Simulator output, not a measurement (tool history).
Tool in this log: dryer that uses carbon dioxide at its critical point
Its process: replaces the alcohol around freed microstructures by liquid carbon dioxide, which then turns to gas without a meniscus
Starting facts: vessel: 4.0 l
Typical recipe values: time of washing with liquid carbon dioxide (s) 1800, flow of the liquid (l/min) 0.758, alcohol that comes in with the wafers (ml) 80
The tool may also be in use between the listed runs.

run   hour  time of washing with liquid carbon dioxide (s)  flow of the liquid (l/min)  alcohol that comes in with the wafers (ml)  alcohol left in the vessel before it's heated (ppm by volume)
  1    0.0                                            1800                       0.758                                          80                                                            196
  2   29.4                                            2400                       0.758                                          80                                                             70
  3   69.1                                            1800                       0.758                                         106                                                            269
  4  100.0                                            1800                       0.480                                          80                                                           1065
  5  142.7                                            1800                       0.480                                          80                                                           1115
  6  169.3                                            1800                       0.480                                          80                                                           1121
  7  209.3                                            1800                       0.480                                          80                                                           1140
  8  233.8                                            1440                       0.507                                          96                                                           2138
  9  274.0                                            1800                       0.758                                          80                                                            258
 10  306.2                                            1320                       0.913                                         109                                                            578
 11  335.2                                            2520                       0.576                                          87                                                            230
 12  378.1                                            1800                       0.517                                          60                                                            778
 13  413.7                                            1200                       0.758                                          80                                                           1131

Predict the results of run 14:
 14  456.5                                            2280                       0.758                                          54                                                              ?

alcohol left in the vessel before it's heated (ppm by volume): 127
With the hidden condition absent and the run-to-run variation left alone, this run would have shown alcohol left in the vessel before it's heated (ppm by volume) 42.
